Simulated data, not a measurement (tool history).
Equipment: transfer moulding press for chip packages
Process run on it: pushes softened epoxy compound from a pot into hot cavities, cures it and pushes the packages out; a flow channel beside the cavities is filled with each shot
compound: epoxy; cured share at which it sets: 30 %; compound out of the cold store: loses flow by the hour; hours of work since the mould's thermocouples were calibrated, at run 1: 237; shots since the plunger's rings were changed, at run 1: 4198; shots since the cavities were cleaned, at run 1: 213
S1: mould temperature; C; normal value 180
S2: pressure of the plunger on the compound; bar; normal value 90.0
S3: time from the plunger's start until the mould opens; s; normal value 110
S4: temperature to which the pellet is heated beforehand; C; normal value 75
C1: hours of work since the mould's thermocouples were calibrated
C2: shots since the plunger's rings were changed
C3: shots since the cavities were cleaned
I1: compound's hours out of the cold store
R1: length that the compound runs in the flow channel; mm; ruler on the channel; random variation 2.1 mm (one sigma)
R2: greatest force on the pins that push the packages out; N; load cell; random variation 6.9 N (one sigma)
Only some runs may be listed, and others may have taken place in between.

run	hour	S1	S2	S3	S4	C1	C2	C3	I1	R1	R2
1	0.0	180	90.0	110	75	237	4198	213	46.5	603	282
# hour 65.5: plunger's sealing rings changed
2	70.9	180	90.0	110	75	279	52	864	39.5	624	283
# hour 96.2: cavities cleaned with cleaning compound and waxed
3	120.0	180	90.0	110	75	308	504	226	46.8	603	264
4	158.2	180	90.0	110	75	332	867	589	30.5	649	275
# hour 213.4: cavities cleaned with cleaning compound and waxed
5	221.9	180	90.0	110	75	370	1458	82	41.1	618	281
6	259.8	180	90.0	110	75	393	1817	441	32.9	639	273
7	319.3	180	90.0	110	75	430	2383	1007	35.8	633	276
# hour 327.3: cavities cleaned with cleaning compound and waxed
8	360.8	180	90.0	110	75	454	2763	318	29.9	653	282
9	434.9	180	90.0	110	75	500	3467	1022	8.1	720	287
# hour 441.4: cavities cleaned with cleaning compound and waxed
10	477.9	180	108.7	110	75	525	3862	347	41.6	678	266
11	540.7	180	108.7	110	75	564	4459	944	12.4	773	280
# hour 560.8: cavities cleaned with cleaning compound and waxed
# hour 577.7: plunger's sealing rings changed
12	598.8	180	90.0	110	75	597	200	337	42.6	620	277
13	670.3	186	90.0	110	75	641	880	1017	36.2	619	257
# hour 681.7: cavities cleaned with cleaning compound and waxed
14	738.5	186	90.0	110	75	682	1513	539	18.5	669	264
15	783.6	186	84.4	119	75	710	1943	969	42.4	582	252
# hour 798.6: cavities cleaned with cleaning compound and waxed
# hour 833.3: mould's thermocouples calibrated
16	838.2	186	84.4	119	75	3	2428	358	47.4	569	248
17	897.6	185	97.9	101	77	39	2992	922	16.7	705	266
# hour 915.1: cavities cleaned with cleaning compound and waxed
18	952.4	177	102.5	102	82	72	3499	355	42.2	664	334
19	985.9	183	102.5	103	82	93	3818	674	42.0	646	274
# hour 1030.6: cavities cleaned with cleaning compound and waxed
20	1044.0	183	102.5	103	70	128	4355	128	22.8	706	282
# hour 1089.9: plunger's sealing rings changed
21	1089.9	183	102.5	110	71	154	0	540	18.3	723	263
22	1139.6	180	80.9	97	66	185	472	1012	13.6	664	344
# hour 1146.8: cavities cleaned with cleaning compound and waxed
23	1189.1	183	68.4	96	76	214	929	402	19.8	587	299
24	1249.4	180	90.0	110	75	251	1501	974	47.6	601	283
# hour 1260.1: cavities cleaned with cleaning compound and waxed
25	1303.0	175	72.4	130	76	283	1997	407	31.6	589	279
26	1337.6	184	72.4	130	80	304	2325	735	40.1	549	261
# hour 1376.3: cavities cleaned with cleaning compound and waxed
27	1409.8	184	72.4	130	69	348	2998	319	8.1	632	245

Branching from run 27: 5 alternative next runs. What would each branch give?
A	1450.1	184	79.8	119	80	373	3380	701	10.8	?	?
B	1450.1	177	95.7	110	77	373	3380	701	10.2	?	?
C	1450.1	180	90.0	110	71	373	3380	701	23.6	?	?
D	1450.1	184	72.4	130	83	373	3380	701	16.9	?	?
E	1450.1	180	70.3	110	67	373	3380	701	22.6	?	?

run	R1	R2
A	657	259
B	738	323
C	670	277
D	610	258
E	590	290
Without the tool's unlogged condition, the same runs would have read:
run	R1	R2
A	657	256
B	739	319
C	670	274
D	610	255
E	591	286

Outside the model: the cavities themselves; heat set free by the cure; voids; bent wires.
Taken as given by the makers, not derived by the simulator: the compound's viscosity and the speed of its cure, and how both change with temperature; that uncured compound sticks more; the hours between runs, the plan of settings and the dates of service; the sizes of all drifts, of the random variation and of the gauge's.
